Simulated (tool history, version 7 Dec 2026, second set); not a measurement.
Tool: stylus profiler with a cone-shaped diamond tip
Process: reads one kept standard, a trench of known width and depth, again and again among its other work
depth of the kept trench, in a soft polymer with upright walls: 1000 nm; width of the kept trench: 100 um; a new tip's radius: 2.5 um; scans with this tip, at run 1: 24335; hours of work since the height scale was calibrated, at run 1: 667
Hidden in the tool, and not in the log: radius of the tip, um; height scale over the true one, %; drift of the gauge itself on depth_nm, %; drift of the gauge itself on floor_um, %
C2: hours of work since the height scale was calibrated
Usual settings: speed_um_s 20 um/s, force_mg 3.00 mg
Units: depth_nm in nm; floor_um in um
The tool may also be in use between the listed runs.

{"run": 1, "hour": 0.0, "speed_um_s": 20, "force_mg": 3.0, "scans with this tip": 24335, "C2": 667, "depth_nm": 1014.62, "floor_um": 94.86}
{"run": 2, "hour": 120.5, "speed_um_s": 20, "force_mg": 2.25, "scans with this tip": 25617, "C2": 753, "depth_nm": 1012.66, "floor_um": 94.87}
{"run": 3, "hour": 187.9, "speed_um_s": 20, "force_mg": 2.25, "scans with this tip": 26334, "C2": 801, "depth_nm": 1013.17, "floor_um": 94.74}
{"run": 4, "hour": 273.9, "speed_um_s": 20, "force_mg": 3.0, "scans with this tip": 27249, "C2": 863, "depth_nm": 1015.46, "floor_um": 94.7}
{"run": 5, "hour": 360.8, "speed_um_s": 20, "force_mg": 3.0, "scans with this tip": 28172, "C2": 926, "depth_nm": 1015.42, "floor_um": 94.76}
{"hour": 397.4, "done": "height scale calibrated on a step standard"}
{"run": 6, "hour": 468.3, "speed_um_s": 20, "force_mg": 3.0, "scans with this tip": 29311, "C2": 51, "depth_nm": 1013.28, "floor_um": 94.64}
{"run": 7, "hour": 527.2, "speed_um_s": 20, "force_mg": 3.0, "scans with this tip": 29937, "C2": 93, "depth_nm": 1013.48, "floor_um": 94.63}
{"hour": 547.6, "done": "new tip fitted, height scale calibrated"}
{"run": 8, "hour": 622.2, "speed_um_s": 10, "force_mg": 3.0, "scans with this tip": 794, "C2": 54, "depth_nm": 1013.42, "floor_um": 95.9}
{"run": 9, "hour": 693.4, "speed_um_s": 20, "force_mg": 2.41, "scans with this tip": 1551, "C2": 105, "depth_nm": 1011.45, "floor_um": 95.9}
{"run": 10, "hour": 838.8, "speed_um_s": 20, "force_mg": 2.41, "scans with this tip": 3097, "C2": 209, "depth_nm": 1011.6, "floor_um": 95.82}
{"run": 11, "hour": 909.2, "speed_um_s": 20, "force_mg": 2.41, "scans with this tip": 3846, "C2": 260, "depth_nm": 1012.21, "floor_um": 95.78}

The next listed run, before its measurement:
{"run": 12, "hour": 1008.9, "speed_um_s": 19, "force_mg": 3.0, "scans with this tip": 4907, "C2": 331, "depth_nm": "?", "floor_um": "?"}

depth_nm: 1013.73 nm
floor_um: 95.72 um
Without the tool's hidden state the same run would have given depth_nm 1012.38 nm, floor_um 95.96 um.
